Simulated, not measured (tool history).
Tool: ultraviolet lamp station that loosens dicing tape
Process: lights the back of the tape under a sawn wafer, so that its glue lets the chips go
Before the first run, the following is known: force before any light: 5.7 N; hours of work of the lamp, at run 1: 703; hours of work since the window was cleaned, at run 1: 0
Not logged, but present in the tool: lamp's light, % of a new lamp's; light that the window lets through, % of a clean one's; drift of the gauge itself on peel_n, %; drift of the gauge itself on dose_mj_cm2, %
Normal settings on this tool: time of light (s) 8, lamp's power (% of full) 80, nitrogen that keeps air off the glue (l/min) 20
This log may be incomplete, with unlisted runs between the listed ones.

| run | hour | time of light (s) | lamp's power (% of full) | nitrogen that keeps air off the glue (l/min) | hours of work of the lamp | hours of work since the window was cleaned | force that peels the tape off (N) | light that reached the tape (mJ/cm²) |
|---|---|---|---|---|---|---|---|---|
| 1 | 0 | 8 | 80 | 20 | 703 | 0 | 0.564 | 411 |
| 2 | 53.6 | 8 | 80 | 20 | 732 | 29 | 0.58 | 402 |
| 3 | 114.2 | 8 | 80 | 20 | 764 | 61 | 0.604 | 386 |
|  | 153 | lamp changed |
| 4 | 191.9 | 8 | 80 | 20 | 21 | 102 | 0.339 | 559 |
| 5 | 272.8 | 8 | 80 | 20 | 64 | 145 | 0.35 | 529 |
| 6 | 334.2 | 8 | 80 | 20 | 97 | 178 | 0.366 | 515 |
| 7 | 396.8 | 8 | 77 | 20 | 130 | 212 | 0.411 | 481 |
| 8 | 457 | 8 | 81 | 20 | 162 | 244 | 0.419 | 492 |
| 9 | 539 | 8 | 81 | 20 | 206 | 288 | 0.451 | 466 |
| 10 | 600.6 | 13 | 80 | 20 | 239 | 320 | 0.239 | 715 |
|  | 658.3 | window cleaned of glue's vapour |
| 11 | 671.9 | 13 | 80 | 20 | 277 | 7 | 0.218 | 822 |
| 12 | 736.6 | 13 | 80 | 20 | 312 | 42 | 0.221 | 799 |
| 13 | 784.5 | 13 | 80 | 20 | 337 | 67 | 0.229 | 775 |
| 14 | 857.4 | 5 | 80 | 20 | 376 | 106 | 1.02 | 288 |
| 15 | 927.3 | 8 | 71 | 23 | 414 | 144 | 0.547 | 393 |
| 16 | 974.8 | 8 | 71 | 23 | 439 | 169 | 0.568 | 378 |
| 17 | 1033 | 8 | 71 | 23 | 470 | 200 | 0.588 | 364 |
| 18 | 1105.6 | 8 | 71 | 23 | 509 | 239 | 0.653 | 351 |
| 19 | 1172.2 | 8 | 71 | 23 | 544 | 275 | 0.736 | 338 |
| 20 | 1209.9 | 8 | 80 | 34 | 565 | 295 | 0.492 | 376 |
| 21 | 1264.6 | 8 | 86 | 19 | 594 | 324 | 0.631 | 391 |
|  | 1319.2 | window cleaned of glue's vapour |
| 22 | 1349.8 | 8 | 93 | 26 | 639 | 16 | 0.354 | 488 |
| 23 | 1397.7 | 8 | 91 | 15 | 665 | 42 | 0.545 | 460 |
| 24 | 1485 | 4 | 87 | 16 | 711 | 89 | 1.744 | 211 |
| 25 | 1543.3 | 14 | 87 | 12 | 742 | 120 | 0.31 | 708 |
| 26 | 1614.2 | 12 | 82 | 22 | 780 | 158 | 0.311 | 553 |
|  | 1623 | lamp changed |
| 27 | 1686.9 | 5 | 99 | 15 | 34 | 196 | 0.684 | 407 |

What differs in the tool's unlogged condition from the final listed run ahead of each entry between runs to the first listed run following it?
From run 3 to run 4: lamp changed (hour 153)
  lamp's light, % of a new lamp's: 67 -> 97.6; light that the window lets through, % of a clean one's: 96.9 -> 95
  difference, measured minus the result without the unlogged condition, force that peels the tape off (N): +0.308 -> +0.035; light that reached the tape (mJ/cm²): -210 -> -43
From run 10 to run 11: window cleaned of glue's vapour (hour 658.3)
  lamp's light, % of a new lamp's: 88.3 -> 86.5; light that the window lets through, % of a clean one's: 84.7 -> 98.7
  difference, measured minus the result without the unlogged condition, force that peels the tape off (N): +0.035 -> +0.013; light that reached the tape (mJ/cm²): -241 -> -141
From run 21 to run 22: window cleaned of glue's vapour (hour 1319.2)
  lamp's light, % of a new lamp's: 72.7 -> 70.8; light that the window lets through, % of a clean one's: 83.5 -> 99
  difference, measured minus the result without the unlogged condition, force that peels the tape off (N): +0.35 -> +0.122; light that reached the tape (mJ/cm²): -252 -> -206
From run 26 to run 27: lamp changed (hour 1623)
  lamp's light, % of a new lamp's: 64.9 -> 97.4; light that the window lets through, % of a clean one's: 92.7 -> 90.9
  difference, measured minus the result without the unlogged condition, force that peels the tape off (N): +0.107 -> +0.132; light that reached the tape (mJ/cm²): -364 -> -53
